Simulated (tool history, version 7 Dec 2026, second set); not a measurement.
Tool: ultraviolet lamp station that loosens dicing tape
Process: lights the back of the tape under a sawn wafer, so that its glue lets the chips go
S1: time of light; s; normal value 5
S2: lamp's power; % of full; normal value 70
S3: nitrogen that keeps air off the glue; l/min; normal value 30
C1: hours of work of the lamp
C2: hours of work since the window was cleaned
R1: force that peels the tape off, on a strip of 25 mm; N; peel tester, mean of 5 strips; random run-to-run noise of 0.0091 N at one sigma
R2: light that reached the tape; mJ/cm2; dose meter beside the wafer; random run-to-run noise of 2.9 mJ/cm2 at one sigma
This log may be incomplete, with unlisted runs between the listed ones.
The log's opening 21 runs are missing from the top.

| run | hour | S1 | S2 | S3 | C1 | C2 | R1 | R2 |
|---|---|---|---|---|---|---|---|---|
| 22 | 376.5 | 2 | 70 | 49 | 401 | 130 | 2.959 | 118 |
| 23 | 397.2 | 2 | 70 | 49 | 414 | 144 | 3.112 | 118 |
| 24 | 420.9 | 2 | 69 | 49 | 430 | 159 | 3.204 | 114 |
| 25 | 437 | 5 | 64 | 30 | 441 | 170 | 1.107 | 263 |
| 26 | 449.4 | 5 | 70 | 14 | 449 | 178 | 1.797 | 278 |
| 27 | 474.3 | 5 | 70 | 14 | 465 | 195 | 1.944 | 280 |
| 28 | 495.2 | 5 | 70 | 14 | 479 | 208 | 1.97 | 274 |
| 29 | 519.2 | 4 | 61 | 31 | 495 | 224 | 1.965 | 188 |
| 30 | 539.8 | 2 | 61 | 10 | 509 | 238 | 6.55 | 93 |
| 31 | 566.8 | 5 | 61 | 30 | 526 | 256 | 1.432 | 223 |
| 32 | 583.7 | 2 | 71 | 19 | 538 | 267 | 5.034 | 102 |
| 33 | 610.9 | 2 | 71 | 19 | 556 | 285 | 5.414 | 100 |
|  | 617.3 | window cleaned of glue's vapour |
| 34 | 636.2 | 6 | 85 | 15 | 572 | 12 | 0.804 | 411 |
| 35 | 652.4 | 6 | 85 | 15 | 583 | 23 | 0.833 | 404 |
| 36 | 670.2 | 4 | 70 | 26 | 594 | 35 | 1.718 | 220 |
| 37 | 689.8 | 4 | 70 | 26 | 607 | 48 | 1.78 | 217 |
| 38 | 701.9 | 4 | 70 | 26 | 615 | 56 | 1.807 | 218 |
| 39 | 717.9 | 4 | 70 | 26 | 626 | 67 | 1.916 | 209 |
| 40 | 740.6 | 4 | 70 | 26 | 641 | 82 | 1.893 | 208 |
| 41 | 767.6 | 3 | 71 | 17 | 659 | 99 | 3.707 | 154 |
| 42 | 794.5 | 3 | 70 | 13 | 677 | 117 | 4.534 | 148 |

Here are 5 independent what-if runs from the current tool condition. What would each one return?
| A | 822 | 3 | 70 | 12 | 695 | 135 | ? | ? |
| B | 822 | 3 | 72 | 29 | 695 | 135 | ? | ? |
| C | 822 | 7 | 76 | 23 | 695 | 135 | ? | ? |
| D | 822 | 10 | 95 | 25 | 695 | 135 | ? | ? |
| E | 822 | 5 | 67 | 47 | 695 | 135 | ? | ? |

| run | R1 | R2 |
|---|---|---|
| A | 4.617 | 148 |
| B | 2.96 | 151 |
| C | 0.663 | 371 |
| D | 0.166 | 660 |
| E | 1.005 | 234 |
Without the tool's unlogged condition, the same runs would have read:
| run | R1 | R2 |
|---|---|---|
| A | 2.561 | 247 |
| B | 1.248 | 253 |
| C | 0.201 | 623 |
| D | 0.128 | 1112 |
| E | 0.282 | 392 |

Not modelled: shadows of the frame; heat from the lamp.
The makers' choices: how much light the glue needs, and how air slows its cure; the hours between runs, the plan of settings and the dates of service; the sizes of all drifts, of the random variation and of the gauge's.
